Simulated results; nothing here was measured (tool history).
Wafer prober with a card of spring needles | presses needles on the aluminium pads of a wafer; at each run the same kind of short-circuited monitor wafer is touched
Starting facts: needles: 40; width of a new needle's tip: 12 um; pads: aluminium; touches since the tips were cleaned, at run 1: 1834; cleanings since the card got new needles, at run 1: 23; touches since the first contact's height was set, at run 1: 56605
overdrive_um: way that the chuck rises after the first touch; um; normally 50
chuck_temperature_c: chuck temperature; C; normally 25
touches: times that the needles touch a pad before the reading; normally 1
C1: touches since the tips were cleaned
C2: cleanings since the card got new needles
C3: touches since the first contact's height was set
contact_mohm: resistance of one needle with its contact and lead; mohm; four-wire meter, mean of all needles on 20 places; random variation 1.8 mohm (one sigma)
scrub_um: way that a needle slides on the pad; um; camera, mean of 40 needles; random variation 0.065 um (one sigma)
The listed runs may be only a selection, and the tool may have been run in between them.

run 1 hour=0.0 | overdrive_um=50 chuck_temperature_c=25 touches=1 | C1=1834 C2=23 C3=56605 | contact_mohm=262 scrub_um=13.74
-- hour=13.8 tips cleaned on abrasive film
-- hour=31.1 tips cleaned on abrasive film
run 2 hour=43.8 | overdrive_um=50 chuck_temperature_c=25 touches=1 | C1=7252 C2=25 C3=81532 | contact_mohm=344 scrub_um=13.69
-- hour=47.0 tips cleaned on abrasive film
-- hour=64.8 tips cleaned on abrasive film
-- hour=82.7 tips cleaned on abrasive film
run 3 hour=87.3 | overdrive_um=50 chuck_temperature_c=25 touches=1 | C1=2644 C2=28 C3=106249 | contact_mohm=274 scrub_um=13.45
-- hour=98.0 tips cleaned on abrasive film
-- hour=115.3 tips cleaned on abrasive film
run 4 hour=117.6 | overdrive_um=50 chuck_temperature_c=25 touches=2 | C1=1314 C2=30 C3=123484 | contact_mohm=220 scrub_um=13.60
-- hour=130.5 tips cleaned on abrasive film
-- hour=147.9 tips cleaned on abrasive film
-- hour=165.3 tips cleaned on abrasive film
-- hour=183.0 tips cleaned on abrasive film
run 5 hour=189.0 | overdrive_um=50 chuck_temperature_c=25 touches=2 | C1=3411 C2=34 C3=164043 | contact_mohm=253 scrub_um=13.39
-- hour=199.7 tips cleaned on abrasive film
-- hour=203.6 height of the first contact set anew
-- hour=217.8 tips cleaned on abrasive film
-- hour=232.1 tips cleaned on abrasive film
-- hour=249.7 tips cleaned on abrasive film
run 6 hour=258.1 | overdrive_um=50 chuck_temperature_c=25 touches=2 | C1=4817 C2=38 C3=31047 | contact_mohm=259 scrub_um=13.75
-- hour=264.8 tips cleaned on abrasive film
-- hour=282.6 tips cleaned on abrasive film
-- hour=299.9 tips cleaned on abrasive film
run 7 hour=299.9 | overdrive_um=50 chuck_temperature_c=33 touches=2 | C1=0 C2=41 C3=54729 | contact_mohm=195 scrub_um=13.73
-- hour=317.2 tips cleaned on abrasive film
-- hour=334.9 tips cleaned on abrasive film
-- hour=352.7 tips cleaned on abrasive film
run 8 hour=355.8 | overdrive_um=50 chuck_temperature_c=33 touches=2 | C1=1746 C2=44 C3=86547 | contact_mohm=219 scrub_um=13.59
-- hour=370.1 tips cleaned on abrasive film
-- hour=387.8 tips cleaned on abrasive film
-- hour=405.6 tips cleaned on abrasive film
-- hour=423.4 tips cleaned on abrasive film
run 9 hour=423.4 | overdrive_um=50 chuck_temperature_c=28 touches=1 | C1=0 C2=48 C3=124992 | contact_mohm=201 scrub_um=13.37
-- hour=441.3 tips cleaned on abrasive film
-- hour=459.0 tips cleaned on abrasive film
-- hour=476.4 tips cleaned on abrasive film
run 10 hour=477.1 | overdrive_um=50 chuck_temperature_c=28 touches=1 | C1=424 C2=51 C3=155517 | contact_mohm=220 scrub_um=13.39
-- hour=491.1 tips cleaned on abrasive film
-- hour=505.4 height of the first contact set anew
-- hour=509.0 tips cleaned on abrasive film
-- hour=525.3 tips cleaned on abrasive film
-- hour=543.1 tips cleaned on abrasive film
run 11 hour=545.2 | overdrive_um=50 chuck_temperature_c=28 touches=1 | C1=1211 C2=55 C3=22611 | contact_mohm=237 scrub_um=13.87
-- hour=559.5 tips cleaned on abrasive film
-- hour=577.3 tips cleaned on abrasive film
run 12 hour=586.4 | overdrive_um=50 chuck_temperature_c=28 touches=1 | C1=5228 C2=57 C3=46052 | contact_mohm=332 scrub_um=13.68
-- hour=593.6 tips cleaned on abrasive film
-- hour=610.3 tips cleaned on abrasive film
-- hour=624.6 tips cleaned on abrasive film
-- hour=642.4 tips cleaned on abrasive film
run 13 hour=650.8 | overdrive_um=50 chuck_temperature_c=28 touches=1 | C1=4822 C2=61 C3=82660 | contact_mohm=325 scrub_um=13.60
-- hour=658.0 tips cleaned on abrasive film
-- hour=674.8 tips cleaned on abrasive film
-- hour=692.6 tips cleaned on abrasive film
run 14 hour=704.6 | overdrive_um=50 chuck_temperature_c=25 touches=1 | C1=6856 C2=64 C3=113252 | contact_mohm=368 scrub_um=13.55
-- hour=708.3 tips cleaned on abrasive film
-- hour=725.5 tips cleaned on abrasive film
-- hour=742.6 tips cleaned on abrasive film
run 15 hour=755.3 | overdrive_um=50 chuck_temperature_c=25 touches=1 | C1=7277 C2=67 C3=142085 | contact_mohm=371 scrub_um=13.41
-- hour=758.7 tips cleaned on abrasive film
-- hour=776.4 tips cleaned on abrasive film
-- hour=793.7 tips cleaned on abrasive film
run 16 hour=801.1 | overdrive_um=50 chuck_temperature_c=91 touches=2 | C1=4232 C2=70 C3=168067 | contact_mohm=265 scrub_um=13.31
-- hour=808.3 tips cleaned on abrasive film
-- hour=808.6 height of the first contact set anew
-- hour=822.9 tips cleaned on abrasive film
-- hour=840.0 tips cleaned on abrasive film
-- hour=857.4 tips cleaned on abrasive film
run 17 hour=869.4 | overdrive_um=50 chuck_temperature_c=47 touches=1 | C1=6868 C2=74 C3=34626 | contact_mohm=365 scrub_um=13.74
-- hour=873.1 tips cleaned on abrasive film
-- hour=890.9 tips cleaned on abrasive film
-- hour=907.6 tips cleaned on abrasive film
-- hour=925.0 tips cleaned on abrasive film
run 18 hour=931.2 | overdrive_um=47 chuck_temperature_c=46 touches=1 | C1=3513 C2=78 C3=69707 | contact_mohm=321 scrub_um=12.87
-- hour=941.8 tips cleaned on abrasive film
-- hour=959.2 tips cleaned on abrasive film
-- hour=976.6 tips cleaned on abrasive film
run 19 hour=982.9 | overdrive_um=54 chuck_temperature_c=98 touches=1 | C1=3607 C2=81 C3=99117 | contact_mohm=305 scrub_um=14.66
-- hour=993.6 tips cleaned on abrasive film
-- hour=1011.5 tips cleaned on abrasive film
run 20 hour=1023.3 | overdrive_um=37 chuck_temperature_c=115 touches=1 | C1=6750 C2=83 C3=122094 | contact_mohm=486 scrub_um=9.81
-- hour=1026.9 tips cleaned on abrasive film
-- hour=1041.2 tips cleaned on abrasive film
-- hour=1058.5 tips cleaned on abrasive film
run 21 hour=1062.6 | overdrive_um=47 chuck_temperature_c=44 touches=1 | C1=2350 C2=86 C3=144414 | contact_mohm=319 scrub_um=12.56
-- hour=1073.3 tips cleaned on abrasive film
-- hour=1087.5 tips cleaned on abrasive film
run 22 hour=1097.1 | overdrive_um=46 chuck_temperature_c=60 touches=3 | C1=5463 C2=88 C3=164036 | contact_mohm=266 scrub_um=12.32
-- hour=1104.3 tips cleaned on abrasive film
-- hour=1111.7 height of the first contact set anew
-- hour=1122.4 tips cleaned on abrasive film
run 23 hour=1126.6 | overdrive_um=46 chuck_temperature_c=60 touches=3 | C1=2362 C2=90 C3=8446 | contact_mohm=232 scrub_um=12.81
-- hour=1137.3 tips cleaned on abrasive film
-- hour=1151.6 tips cleaned on abrasive film
-- hour=1169.3 tips cleaned on abrasive film
run 24 hour=1177.7 | overdrive_um=40 chuck_temperature_c=65 touches=1 | C1=4852 C2=93 C3=37542 | contact_mohm=409 scrub_um=10.99
-- hour=1184.9 tips cleaned on abrasive film
-- hour=1202.8 tips cleaned on abrasive film
-- hour=1220.5 tips cleaned on abrasive film
-- hour=1237.4 tips cleaned on abrasive film
run 25 hour=1245.3 | overdrive_um=51 chuck_temperature_c=33 touches=2 | C1=4537 C2=97 C3=75979 | contact_mohm=281 scrub_um=14.01
-- hour=1252.5 tips cleaned on abrasive film
-- hour=1269.0 tips cleaned on abrasive film
-- hour=1286.7 tips cleaned on abrasive film
-- hour=1302.6 tips cleaned on abrasive film
run 26 hour=1302.6 | overdrive_um=51 chuck_temperature_c=37 touches=2 | C1=0 C2=101 C3=108484 | contact_mohm=205 scrub_um=13.66
-- hour=1320.1 tips cleaned on abrasive film
-- hour=1337.9 tips cleaned on abrasive film
-- hour=1355.7 tips cleaned on abrasive film
run 27 hour=1359.0 | overdrive_um=51 chuck_temperature_c=37 touches=2 | C1=1881 C2=104 C3=140588 | contact_mohm=231 scrub_um=13.56

What if the next run were any one of these 4? Each begins from the tool's condition after run 27:
-- hour=1373.3 tips cleaned on abrasive film
-- hour=1391.1 tips cleaned on abrasive film
-- hour=1409.0 tips cleaned on abrasive film
-- hour=1416.4 height of the first contact set anew
run A hour=1423.1 | overdrive_um=51 chuck_temperature_c=37 touches=2 | C1=7893 C2=107 C3=3836 | contact_mohm=? scrub_um=?
-- hour=1373.3 tips cleaned on abrasive film
-- hour=1391.1 tips cleaned on abrasive film
-- hour=1409.0 tips cleaned on abrasive film
-- hour=1416.4 height of the first contact set anew
run B hour=1423.1 | overdrive_um=51 chuck_temperature_c=37 touches=3 | C1=7893 C2=107 C3=3836 | contact_mohm=? scrub_um=?
-- hour=1373.3 tips cleaned on abrasive film
-- hour=1391.1 tips cleaned on abrasive film
-- hour=1409.0 tips cleaned on abrasive film
-- hour=1416.4 height of the first contact set anew
run C hour=1423.1 | overdrive_um=50 chuck_temperature_c=62 touches=1 | C1=7893 C2=107 C3=3836 | contact_mohm=? scrub_um=?
-- hour=1373.3 tips cleaned on abrasive film
-- hour=1391.1 tips cleaned on abrasive film
-- hour=1409.0 tips cleaned on abrasive film
-- hour=1416.4 height of the first contact set anew
run D hour=1423.1 | overdrive_um=47 chuck_temperature_c=104 touches=3 | C1=7893 C2=107 C3=3836 | contact_mohm=? scrub_um=?

run=A contact_mohm=302 scrub_um=14.12
run=B contact_mohm=258 scrub_um=14.12
run=C contact_mohm=384 scrub_um=13.76
run=D contact_mohm=278 scrub_um=13.04
The same runs, with their run-to-run variation unchanged, on a tool lacking any hidden condition would have given:
run=A contact_mohm=185 scrub_um=14.12
run=B contact_mohm=187 scrub_um=14.12
run=C contact_mohm=191 scrub_um=13.76
run=D contact_mohm=203 scrub_um=13.04
